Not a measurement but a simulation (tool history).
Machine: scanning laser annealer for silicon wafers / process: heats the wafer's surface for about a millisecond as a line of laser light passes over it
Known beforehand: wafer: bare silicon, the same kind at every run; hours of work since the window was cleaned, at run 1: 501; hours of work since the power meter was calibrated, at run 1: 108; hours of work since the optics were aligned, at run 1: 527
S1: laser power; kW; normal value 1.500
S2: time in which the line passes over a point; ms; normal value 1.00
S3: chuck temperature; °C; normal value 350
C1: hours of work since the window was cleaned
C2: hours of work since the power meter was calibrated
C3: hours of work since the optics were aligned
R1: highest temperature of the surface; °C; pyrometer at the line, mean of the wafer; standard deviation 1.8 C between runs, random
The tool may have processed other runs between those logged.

{"run": 1, "hour": 0.0, "S1": 1.5, "S2": 1.0, "S3": 350, "C1": 501, "C2": 108, "C3": 527, "R1": 1046}
{"run": 2, "hour": 15.6, "S1": 1.5, "S2": 1.0, "S3": 350, "C1": 509, "C2": 115, "C3": 534, "R1": 1047}
{"run": 3, "hour": 33.0, "S1": 1.5, "S2": 1.0, "S3": 350, "C1": 517, "C2": 123, "C3": 543, "R1": 1047}
{"run": 4, "hour": 43.9, "S1": 1.5, "S2": 1.0, "S3": 350, "C1": 522, "C2": 128, "C3": 548, "R1": 1045}
{"run": 5, "hour": 62.4, "S1": 1.5, "S2": 1.0, "S3": 350, "C1": 531, "C2": 137, "C3": 557, "R1": 1047}
{"run": 6, "hour": 76.9, "S1": 1.5, "S2": 0.77, "S3": 350, "C1": 538, "C2": 144, "C3": 563, "R1": 971}
{"run": 7, "hour": 94.1, "S1": 1.5, "S2": 0.77, "S3": 350, "C1": 546, "C2": 152, "C3": 572, "R1": 971}
{"run": 8, "hour": 115.5, "S1": 1.5, "S2": 1.0, "S3": 350, "C1": 556, "C2": 162, "C3": 582, "R1": 1048}
{"run": 9, "hour": 133.0, "S1": 1.5, "S2": 1.0, "S3": 350, "C1": 564, "C2": 170, "C3": 590, "R1": 1046}
{"run": 10, "hour": 147.5, "S1": 1.5, "S2": 1.0, "S3": 350, "C1": 571, "C2": 177, "C3": 597, "R1": 1043}

Run 11 comes next. What will it give?
{"run": 11, "hour": 164.3, "S1": 1.641, "S2": 0.76, "S3": 350, "C1": 579, "C2": 185, "C3": 605, "R1": "?"}

R1: 1025 °C
With the hidden condition absent and the run-to-run variation left alone, this run would have shown R1 1043 °C.

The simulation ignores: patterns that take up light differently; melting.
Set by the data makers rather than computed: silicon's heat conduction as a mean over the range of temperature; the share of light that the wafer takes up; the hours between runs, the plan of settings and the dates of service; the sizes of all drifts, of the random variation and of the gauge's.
